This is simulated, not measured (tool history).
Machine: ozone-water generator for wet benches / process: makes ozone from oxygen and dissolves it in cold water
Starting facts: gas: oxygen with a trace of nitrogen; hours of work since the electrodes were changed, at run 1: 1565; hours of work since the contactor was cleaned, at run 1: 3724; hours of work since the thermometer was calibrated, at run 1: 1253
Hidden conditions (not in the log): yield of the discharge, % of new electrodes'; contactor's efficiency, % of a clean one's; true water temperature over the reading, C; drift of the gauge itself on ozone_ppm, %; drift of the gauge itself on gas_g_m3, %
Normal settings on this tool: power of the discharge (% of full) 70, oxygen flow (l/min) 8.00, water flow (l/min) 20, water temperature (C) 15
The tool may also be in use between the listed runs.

run    hour  power of the discharge (% of full)  oxygen flow (l/min)  water flow (l/min)  water temperature (C)  hours of work since the electrodes were changed  hours of work since the contactor was cleaned  hours of work since the thermometer was calibrated  dissolved ozone (ppm)  ozone in the gas ahead of the water (g/m3)
  1     0.0                                  70                 8.00                  20                     15                                             1565                                           3724                                                1253                   35.5                                       230.0
  2   181.5                                  70                 8.00                  20                     15                                             1683                                           3842                                                1371                   35.6                                       231.2
  3   369.5                                  70                 8.00                  20                     15                                             1805                                           3964                                                1493                   35.5                                       230.0
  4   558.5                                  70                 8.00                  20                     15                                             1928                                           4087                                                1616                   35.4                                       234.0
  5   685.2                                  70                 8.00                  18                     15                                             2010                                           4169                                                1698                   38.2                                       231.3
  6   778.3                                  70                 8.00                  18                     15                                             2070                                           4230                                                1758                   37.5                                       232.1
  7   886.4                                  70                 8.00                  18                     15                                             2140                                           4300                                                1828                   38.0                                       234.2
  8  1025.8                                  70                 8.00                  20                     10                                             2231                                           4390                                                1919                   38.2                                       230.4
  9  1164.7                                  67                 8.00                  20                     10                                             2321                                           4480                                                2009                   37.4                                       226.1
 10  1327.1                                  70                 5.81                  20                     15                                             2426                                           4586                                                2114                   36.5                                       282.8
 11  1505.7                                  70                 6.23                  20                     15                                             2542                                           4702                                                2230                   36.6                                       270.2
 12  1594.0                                  44                 6.23                  20                     15                                             2600                                           4759                                                2288                   27.0                                       204.8
 13  1738.6                                  44                 6.23                  20                     15                                             2693                                           4853                                                2382                   27.5                                       202.8
     1802.8  -- contactor cleaned
 14  1898.6                                  44                 6.23                  20                     15                                             2795                                             62                                                2483                   27.5                                       203.4
 15  2082.4                                  70                 8.00                  20                     15                                             2914                                            181                                                2602                   35.5                                       232.6
 16  2185.4                                  70                 8.00                  20                     15                                             2981                                            248                                                2669                   35.1                                       233.8
 17  2369.7                                  64                 8.00                  22                     15                                             3101                                            368                                                2789                   31.4                                       221.3
 18  2520.0                                  41                 4.12                  19                      8                                             3198                                            465                                                2886                   29.7                                       251.2
 19  2645.2                                  41                 5.80                  19                     14                                             3279                                            547                                                2967                   28.0                                       204.0
 20  2827.4                                  41                 5.80                  19                     14                                             3398                                            665                                                3086                   28.0                                       205.8
 21  2923.4                                  41                 5.80                  19                     14                                             3460                                            727                                                3148                   27.5                                       204.9
 22  3013.8                                  41                 9.29                  20                     14                                             3519                                            786                                                3207                   25.6                                       154.7
 23  3139.0                                  94                 8.44                  25                     17                                             3600                                            867                                                3288                   35.2                                       271.6
 24  3225.9                                  56                 7.07                  27                     22                                             3656                                            924                                                3344                   22.5                                       218.5
 25  3318.7                                  56                 7.07                  27                     22                                             3716                                            984                                                3405                   22.5                                       221.6
 26  3408.4                                  99                 4.14                  31                     10                                             3775                                           1042                                                3463                   31.8                                       432.3
 27  3523.8                                  68                 8.03                  26                     10                                             3850                                           1117                                                3538                   30.8                                       229.7
 28  3662.9                                  40                 8.03                  26                     10                                             3940                                           1207                                                3628                   22.3                                       166.6
 29  3835.6                                  40                 8.03                  26                     10                                             4052                                           1319                                                3740                   22.4                                       165.9
 30  4015.1                                  40                 8.03                  26                     10                                             4169                                           1436                                                3857                   22.3                                       167.0
 31  4177.1                                  65                 8.00                  15                     15                                             4274                                           1541                                                3962                   40.6                                       224.3
     4330.8  -- water thermometer calibrated
 32  4330.8                                  90                12.46                  20                     15                                             4373                                           1641                                                   0                   38.2                                       209.9

Branching from run 32: 3 alternative next runs. What would each branch give?
  A  4427.9                                  49                 4.56                  20                     15                                             4436                                           1704                                                  63                      ?                                           ?
  B  4427.9                                  90                12.46                  19                     15                                             4436                                           1704                                                  63                      ?                                           ?
  C  4427.9                                  90                12.46                  29                     15                                             4436                                           1704                                                  63                      ?                                           ?

run  dissolved ozone (ppm)  ozone in the gas ahead of the water (g/m3)
  A                   29.4                                       267.8
  B                   38.9                                       208.6
  C                   30.2                                       210.3
Without the tool's hidden state the same runs would have given:
run  dissolved ozone (ppm)  ozone in the gas ahead of the water (g/m3)
  A                   29.4                                       261.2
  B                   38.9                                       203.6
  C                   30.2                                       205.2

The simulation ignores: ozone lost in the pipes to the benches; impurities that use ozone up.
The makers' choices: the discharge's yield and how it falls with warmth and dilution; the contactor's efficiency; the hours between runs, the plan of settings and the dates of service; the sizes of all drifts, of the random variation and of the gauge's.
